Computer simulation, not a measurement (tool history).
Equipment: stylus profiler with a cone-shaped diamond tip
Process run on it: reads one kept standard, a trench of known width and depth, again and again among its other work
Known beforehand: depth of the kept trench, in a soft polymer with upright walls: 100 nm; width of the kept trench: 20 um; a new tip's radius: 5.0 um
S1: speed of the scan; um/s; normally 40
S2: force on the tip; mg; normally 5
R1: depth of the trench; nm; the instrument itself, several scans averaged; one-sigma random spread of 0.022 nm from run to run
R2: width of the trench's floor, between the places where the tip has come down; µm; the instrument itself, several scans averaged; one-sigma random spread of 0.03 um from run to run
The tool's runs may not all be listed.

run,hour,S1,S2,R1,R2
1,0,40,5,101,17.22
2,22.8,40,5,101.01,17.23
3,40.6,40,5,101.03,17.22
4,58.1,12,5,100.99,17.27
5,69.3,12,5,101.02,17.35
6,95.1,40,6.29,101.18,17.23
7,111.3,40,6.29,101.23,17.25
8,122.3,40,6.29,101.24,17.23
9,137.7,40,6.29,101.22,17.27
10,160.4,40,6.29,101.19,17.24
11,177.2,12,10.49,101.81,17.28
12,196.8,30,12.18,102.04,17.25
13,222.5,55,2.26,100.49,17.11
14,237.5,123,7.08,101.31,17.02
15,250.5,63,10.5,101.8,17.17
16,264.5,54,9.95,101.74,17.23
17,277.7,40,12.21,101.97,17.25

Run 18, settings as shown, results not yet in. Your forecast:
18,289.5,40,12.21,?,?

Run 18 yielded R1 101.98 nm, R2 17.22 µm.
If the tool had no hidden condition, the same run with the same run-to-run variation would have returned R1 102.23 nm, R2 17.95 µm.

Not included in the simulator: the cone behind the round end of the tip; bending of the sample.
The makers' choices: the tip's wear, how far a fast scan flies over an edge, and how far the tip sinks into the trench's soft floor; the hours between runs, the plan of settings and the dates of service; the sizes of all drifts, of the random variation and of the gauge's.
